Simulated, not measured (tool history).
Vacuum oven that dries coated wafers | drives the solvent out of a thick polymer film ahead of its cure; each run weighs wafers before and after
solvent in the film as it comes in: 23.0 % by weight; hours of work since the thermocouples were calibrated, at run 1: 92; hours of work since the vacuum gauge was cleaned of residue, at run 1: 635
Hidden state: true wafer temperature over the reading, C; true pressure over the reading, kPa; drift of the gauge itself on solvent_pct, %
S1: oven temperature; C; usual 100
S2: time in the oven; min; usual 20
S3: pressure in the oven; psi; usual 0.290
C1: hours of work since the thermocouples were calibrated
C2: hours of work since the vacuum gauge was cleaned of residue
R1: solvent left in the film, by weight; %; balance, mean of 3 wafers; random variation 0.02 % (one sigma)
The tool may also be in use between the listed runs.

run	hour	S1	S2	S3	C1	C2	R1
1	0.0	100	20	0.290	92	635	2.42
2	16.4	100	20	0.290	102	646	2.42
3	38.2	100	20	0.290	116	660	2.42
4	61.5	100	33	0.290	131	674	1.38
5	76.6	100	33	0.290	141	684	1.41
6	106.2	100	20	0.290	159	703	2.40
7	128.6	100	20	0.290	174	717	2.42
8	147.2	100	20	0.290	186	729	2.39
9	161.7	100	20	0.290	195	738	2.42
10	181.1	95	20	0.290	207	750	3.46
11	198.9	100	10	0.290	218	762	5.88
12	222.2	100	10	0.290	233	776	5.86
13	242.8	100	20	0.290	246	790	2.42
14	257.0	100	20	0.290	255	799	2.37
15	275.8	100	20	0.290	267	810	2.41
16	299.2	100	20	0.290	282	825	2.43
17	315.0	100	17	0.290	292	835	3.00
18	336.1	100	13	0.290	306	849	4.29
19	362.0	100	13	0.290	322	865	4.25
20	381.4	100	13	0.290	334	878	4.29
21	405.1	100	13	0.290	349	893	4.32
22	419.0	100	20	0.231	358	901	2.20
23	434.1	100	20	0.290	368	911	2.36
24	457.4	100	11	0.290	383	926	5.22
25	483.7	100	11	0.290	399	943	5.24
26	507.9	100	11	0.290	415	958	5.20
27	525.4	115	18	0.350	426	969	1.03
28	545.5	115	18	0.350	438	982	1.06
29	571.7	108	24	0.616	455	998	2.03
30	596.4	108	24	0.616	471	1014	2.04
31	617.7	95	25	0.197	484	1028	2.18
32	646.0	95	35	0.184	502	1046	1.34
33	671.8	93	35	0.350	519	1062	2.29
34	693.3	108	11	0.146	532	1076	2.84
35	714.5	108	11	0.146	546	1089	2.85
36	732.1	108	11	0.146	557	1100	2.86
37	753.3	100	15	0.503	571	1114	4.23
38	766.1	97	15	0.983	579	1122	6.74
39	794.2	97	15	0.983	596	1140	6.72
40	821.2	109	28	0.532	614	1157	1.60
41	852.0	109	28	0.532	633	1176	1.57
42	872.3	90	28	0.609	646	1189	4.79
43	897.1	100	22	0.218	662	1205	1.83
44	913.2	88	22	0.218	672	1215	4.40
45	942.9	96	27	1.057	691	1234	5.30

5 ways to go on from here, each from the tool as it stands after run 45. What would each give?
A	968.9	100	12	0.290	707	1251	?
B	968.9	96	20	0.215	707	1251	?
C	968.9	106	11	0.400	707	1251	?
D	968.9	98	27	1.057	707	1251	?
E	968.9	110	17	0.583	707	1251	?

run	R1
A	4.64
B	2.85
C	3.89
D	4.88
E	2.18
Without the tool's hidden state the same runs would have given:
run	R1
A	4.81
B	2.94
C	4.05
D	4.98
E	2.23

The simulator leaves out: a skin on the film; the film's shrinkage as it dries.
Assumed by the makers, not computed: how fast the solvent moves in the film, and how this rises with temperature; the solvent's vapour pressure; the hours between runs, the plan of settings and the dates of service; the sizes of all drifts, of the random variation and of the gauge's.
